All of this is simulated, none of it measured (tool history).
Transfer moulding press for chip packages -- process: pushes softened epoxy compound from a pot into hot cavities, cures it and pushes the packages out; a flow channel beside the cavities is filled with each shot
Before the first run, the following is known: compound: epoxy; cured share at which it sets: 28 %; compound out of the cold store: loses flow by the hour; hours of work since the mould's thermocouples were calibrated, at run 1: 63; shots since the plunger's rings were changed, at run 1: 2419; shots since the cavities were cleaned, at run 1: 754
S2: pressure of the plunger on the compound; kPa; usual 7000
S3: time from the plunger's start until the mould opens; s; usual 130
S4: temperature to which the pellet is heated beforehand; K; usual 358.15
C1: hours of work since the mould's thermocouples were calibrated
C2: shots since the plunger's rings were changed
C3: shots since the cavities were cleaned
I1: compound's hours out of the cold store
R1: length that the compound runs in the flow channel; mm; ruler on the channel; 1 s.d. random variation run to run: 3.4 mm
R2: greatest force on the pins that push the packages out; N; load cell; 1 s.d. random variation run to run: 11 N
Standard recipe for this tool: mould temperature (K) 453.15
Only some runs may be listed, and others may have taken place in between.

{"run": 1, "hour": 0.0, "mould temperature (K)": 453.15, "S2": 7000, "S3": 130, "S4": 358.15, "C1": 63, "C2": 2419, "C3": 754, "I1": 18.8, "R1": 628, "R2": 1006}
{"hour": 11.5, "done": "cavities cleaned with cleaning compound and waxed"}
{"run": 2, "hour": 19.9, "mould temperature (K)": 453.15, "S2": 7000, "S3": 130, "S4": 358.15, "C1": 71, "C2": 2533, "C3": 52, "I1": 41.8, "R1": 551, "R2": 559}
{"run": 3, "hour": 34.5, "mould temperature (K)": 453.15, "S2": 6110, "S3": 130, "S4": 358.15, "C1": 77, "C2": 2625, "C3": 144, "I1": 25.9, "R1": 565, "R2": 680}
{"run": 4, "hour": 52.0, "mould temperature (K)": 453.15, "S2": 7000, "S3": 130, "S4": 358.15, "C1": 84, "C2": 2733, "C3": 252, "I1": 14.7, "R1": 642, "R2": 786}
{"run": 5, "hour": 66.6, "mould temperature (K)": 453.15, "S2": 7000, "S3": 130, "S4": 358.15, "C1": 90, "C2": 2824, "C3": 343, "I1": 42.6, "R1": 548, "R2": 834}
{"run": 6, "hour": 83.6, "mould temperature (K)": 453.15, "S2": 7000, "S3": 130, "S4": 358.15, "C1": 97, "C2": 2930, "C3": 449, "I1": 27.6, "R1": 595, "R2": 921}
{"run": 7, "hour": 104.2, "mould temperature (K)": 453.15, "S2": 7000, "S3": 130, "S4": 358.15, "C1": 105, "C2": 3059, "C3": 578, "I1": 14.1, "R1": 641, "R2": 971}
{"run": 8, "hour": 116.7, "mould temperature (K)": 453.15, "S2": 7000, "S3": 130, "S4": 358.15, "C1": 110, "C2": 3136, "C3": 655, "I1": 40.3, "R1": 556, "R2": 1000}
{"run": 9, "hour": 127.2, "mould temperature (K)": 446.15, "S2": 7000, "S3": 130, "S4": 358.15, "C1": 114, "C2": 3201, "C3": 720, "I1": 22.3, "R1": 630, "R2": 1563}
{"hour": 144.4, "done": "cavities cleaned with cleaning compound and waxed"}
{"run": 10, "hour": 148.7, "mould temperature (K)": 446.15, "S2": 7000, "S3": 130, "S4": 358.15, "C1": 123, "C2": 3326, "C3": 27, "I1": 13.8, "R1": 667, "R2": 840}
{"hour": 152.1, "done": "mould's thermocouples calibrated"}
{"run": 11, "hour": 171.9, "mould temperature (K)": 453.15, "S2": 7000, "S3": 130, "S4": 358.15, "C1": 8, "C2": 3458, "C3": 159, "I1": 16.4, "R1": 627, "R2": 725}
{"run": 12, "hour": 183.1, "mould temperature (K)": 453.15, "S2": 7000, "S3": 130, "S4": 358.15, "C1": 13, "C2": 3528, "C3": 229, "I1": 20.7, "R1": 618, "R2": 787}
{"run": 13, "hour": 203.5, "mould temperature (K)": 453.15, "S2": 7000, "S3": 120, "S4": 358.15, "C1": 21, "C2": 3655, "C3": 356, "I1": 37.5, "R1": 554, "R2": 959}
{"hour": 213.7, "done": "mould's thermocouples calibrated, once more"}
{"run": 14, "hour": 220.2, "mould temperature (K)": 453.15, "S2": 7000, "S3": 130, "S4": 358.15, "C1": 3, "C2": 3747, "C3": 448, "I1": 9, "R1": 654, "R2": 890}
{"run": 15, "hour": 241.7, "mould temperature (K)": 450.15, "S2": 7000, "S3": 130, "S4": 351.15, "C1": 11, "C2": 3881, "C3": 582, "I1": 28.9, "R1": 592, "R2": 1091}
{"run": 16, "hour": 251.8, "mould temperature (K)": 450.15, "S2": 7000, "S3": 130, "S4": 351.15, "C1": 16, "C2": 3943, "C3": 644, "I1": 36.9, "R1": 558, "R2": 1084}
{"run": 17, "hour": 273.2, "mould temperature (K)": 450.15, "S2": 7000, "S3": 130, "S4": 351.15, "C1": 24, "C2": 4076, "C3": 777, "I1": 9.8, "R1": 659, "R2": 1197}
{"hour": 281.5, "done": "cavities cleaned with cleaning compound and waxed"}
{"run": 18, "hour": 293.8, "mould temperature (K)": 450.15, "S2": 7000, "S3": 130, "S4": 351.15, "C1": 32, "C2": 4195, "C3": 76, "I1": 43.8, "R1": 537, "R2": 638}
{"run": 19, "hour": 307.6, "mould temperature (K)": 450.15, "S2": 7000, "S3": 130, "S4": 351.15, "C1": 38, "C2": 4282, "C3": 163, "I1": 14, "R1": 643, "R2": 815}
{"run": 20, "hour": 322.7, "mould temperature (K)": 450.15, "S2": 5580, "S3": 130, "S4": 351.15, "C1": 44, "C2": 4375, "C3": 256, "I1": 8.8, "R1": 587, "R2": 940}
{"run": 21, "hour": 341.0, "mould temperature (K)": 453.15, "S2": 5580, "S3": 130, "S4": 351.15, "C1": 52, "C2": 4489, "C3": 370, "I1": 17.4, "R1": 551, "R2": 864}
{"run": 22, "hour": 350.4, "mould temperature (K)": 452.15, "S2": 7000, "S3": 130, "S4": 358.15, "C1": 55, "C2": 4548, "C3": 429, "I1": 11.3, "R1": 644, "R2": 927}
{"run": 23, "hour": 362.1, "mould temperature (K)": 452.15, "S2": 7000, "S3": 130, "S4": 358.15, "C1": 60, "C2": 4621, "C3": 502, "I1": 39.6, "R1": 546, "R2": 935}
{"run": 24, "hour": 372.9, "mould temperature (K)": 452.15, "S2": 7000, "S3": 130, "S4": 358.15, "C1": 65, "C2": 4688, "C3": 569, "I1": 32.8, "R1": 574, "R2": 954}
{"run": 25, "hour": 387.3, "mould temperature (K)": 453.15, "S2": 5430, "S3": 160, "S4": 358.15, "C1": 71, "C2": 4778, "C3": 659, "I1": 37.2, "R1": 485, "R2": 856}
{"run": 26, "hour": 403.9, "mould temperature (K)": 445.15, "S2": 5430, "S3": 113, "S4": 349.15, "C1": 77, "C2": 4881, "C3": 762, "I1": 15.6, "R1": 567, "R2": 2196}
{"hour": 413.8, "done": "cavities cleaned with cleaning compound and waxed"}
{"run": 27, "hour": 425.6, "mould temperature (K)": 453.15, "S2": 7540, "S3": 167, "S4": 363.15, "C1": 86, "C2": 5007, "C3": 74, "I1": 35.5, "R1": 573, "R2": 491}
{"run": 28, "hour": 442.2, "mould temperature (K)": 460.15, "S2": 6420, "S3": 130, "S4": 358.15, "C1": 92, "C2": 5110, "C3": 177, "I1": 41.8, "R1": 499, "R2": 613}

Some steps in R1, run to run, broken into two amounts with sign: the step expected even without the hidden condition (settings, incoming material, random variation), and the rest, left for the hidden condition together with whatever gauge scatter is not in both the measured and the hidden-condition-free result:
What the log doesn't record here: true mould temperature over the reading, C; pressure that reaches the compound, % of what is set; grip of the stained cavities, % over clean ones'; drift of the gauge itself on flow_mm, %; drift of the gauge itself on push_out_n, %.
Run 13 -> 14: S3 120 -> 130, mould's thermocouples calibrated, once more. R1 +100 mm: hidden state -6, all else +106.
Run 16 -> 17: no setting touched and nothing written in the log between the runs. R1 +101 mm: hidden state -6, all else +107.
Run 17 -> 18: cavities cleaned with cleaning compound and waxed. R1 -122 mm: hidden state +5, all else -127.
Run 18 -> 19: no setting touched and nothing written in the log between the runs. R1 +106 mm: hidden state -6, all else +112.

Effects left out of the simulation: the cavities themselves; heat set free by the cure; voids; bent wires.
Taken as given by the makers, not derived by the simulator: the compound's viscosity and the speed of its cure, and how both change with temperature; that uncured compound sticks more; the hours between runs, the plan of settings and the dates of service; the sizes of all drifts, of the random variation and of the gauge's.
